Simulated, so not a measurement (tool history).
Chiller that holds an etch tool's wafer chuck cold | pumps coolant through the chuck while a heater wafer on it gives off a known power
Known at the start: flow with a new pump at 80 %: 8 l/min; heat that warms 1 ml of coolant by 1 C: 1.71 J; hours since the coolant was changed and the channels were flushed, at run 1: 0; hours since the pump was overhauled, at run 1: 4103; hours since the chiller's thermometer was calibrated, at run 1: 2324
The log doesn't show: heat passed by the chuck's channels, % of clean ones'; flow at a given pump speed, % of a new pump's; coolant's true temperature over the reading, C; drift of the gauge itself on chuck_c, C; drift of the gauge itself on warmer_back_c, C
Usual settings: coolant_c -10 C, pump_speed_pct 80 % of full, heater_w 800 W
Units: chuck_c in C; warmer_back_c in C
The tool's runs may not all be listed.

| run | day | coolant_c | pump_speed_pct | heater_w | hours since the coolant was changed and the channels were flushed | hours since the pump was overhauled | hours since the chiller's thermometer was calibrated | chuck_c | warmer_back_c |
|---|---|---|---|---|---|---|---|---|---|
| 1 | 0 | -10 | 80 | 800 | 0 | 4103 | 2324 | -4.3 | 3.48 |
| 2 | 7.462 | -10 | 80 | 800 | 179 | 4282 | 2503 | -3.8 | 3.5 |
| 3 | 12.521 | -10 | 80 | 800 | 301 | 4403 | 2624 | -4.2 | 3.44 |
| 4 | 19.275 | -10 | 80 | 800 | 463 | 4565 | 2786 | -4.2 | 3.41 |
|  | 21.862 | chiller's thermometer calibrated |
| 5 | 23.579 | -10 | 80 | 800 | 565 | 4668 | 41 | -4.1 | 3.43 |
| 6 | 27.75 | -10 | 80 | 800 | 665 | 4768 | 141 | -4 | 3.46 |
| 7 | 31.546 | -8 | 80 | 800 | 756 | 4859 | 232 | -2 | 3.32 |
| 8 | 38.662 | -8 | 80 | 800 | 927 | 5030 | 403 | -1.9 | 3.36 |
| 9 | 46.812 | -10 | 80 | 459 | 1122 | 5225 | 599 | -6.4 | 1.79 |
| 10 | 51.033 | -10 | 80 | 800 | 1224 | 5327 | 700 | -4.1 | 3.33 |
| 11 | 60.417 | -10 | 80 | 800 | 1449 | 5552 | 925 | -4.1 | 3.29 |
| 12 | 65.758 | -10 | 80 | 800 | 1577 | 5680 | 1054 | -4 | 3.24 |
| 13 | 73.771 | -10 | 80 | 800 | 1769 | 5872 | 1246 | -3.9 | 3.23 |
| 14 | 79.688 | -10 | 80 | 532 | 1912 | 6014 | 1388 | -6.1 | 2.08 |
| 15 | 85.492 | -4 | 80 | 532 | 2051 | 6153 | 1527 | -0.2 | 2.05 |
| 16 | 93.767 | -2 | 88 | 823 | 2249 | 6352 | 1726 | 3.6 | 2.88 |
| 17 | 98.642 | -7 | 74 | 590 | 2366 | 6469 | 1843 | -2.2 | 2.44 |
|  | 105.688 | gauge calibrated |
| 18 | 107.4 | -2 | 63 | 587 | 2577 | 6679 | 2053 | 3.4 | 3.34 |
| 19 | 113.638 | -2 | 63 | 905 | 2726 | 6829 | 2203 | 6.4 | 5.23 |
| 20 | 121.158 | -2 | 89 | 905 | 2907 | 7010 | 2383 | 4.1 | 3.43 |
| 21 | 126.296 | -18 | 84 | 905 | 3030 | 7133 | 2506 | -11.5 | 3.67 |
| 22 | 133.3 | -18 | 84 | 905 | 3198 | 7301 | 2674 | -11.6 | 3.69 |
| 23 | 139.55 | -10 | 60 | 1126 | 3348 | 7451 | 2825 | 1.2 | 6.79 |
|  | 140.321 | chiller's thermometer calibrated |
| 24 | 146.092 | -11 | 71 | 800 | 3504 | 7607 | 139 | -4.4 | 3.87 |
| 25 | 151.512 | -11 | 96 | 478 | 3634 | 7737 | 269 | -8.1 | 1.54 |
| 26 | 157.712 | -11 | 96 | 478 | 3783 | 7886 | 417 | -8.1 | 1.54 |
| 27 | 163.425 | -11 | 96 | 478 | 3920 | 8023 | 555 | -8 | 1.5 |

Forecast each of these 4 alternatives for the next run:
| A | 168.242 | -4 | 73 | 866 | 4036 | 8138 | 670 | ? | ? |
| B | 168.242 | -10 | 60 | 800 | 4036 | 8138 | 670 | ? | ? |
| C | 168.242 | -7 | 79 | 800 | 4036 | 8138 | 670 | ? | ? |
| D | 168.242 | -11 | 81 | 455 | 4036 | 8138 | 670 | ? | ? |

| run | chuck_c | warmer_back_c |
|---|---|---|
| A | 3.1 | 4.04 |
| B | -2.1 | 4.69 |
| C | -0.9 | 3.38 |
| D | -7.6 | 1.71 |
Without the tool's hidden state the same runs would have given:
| run | chuck_c | warmer_back_c |
|---|---|---|
| A | 3 | 4.27 |
| B | -2.1 | 4.92 |
| C | -1 | 3.62 |
| D | -7.6 | 1.95 |
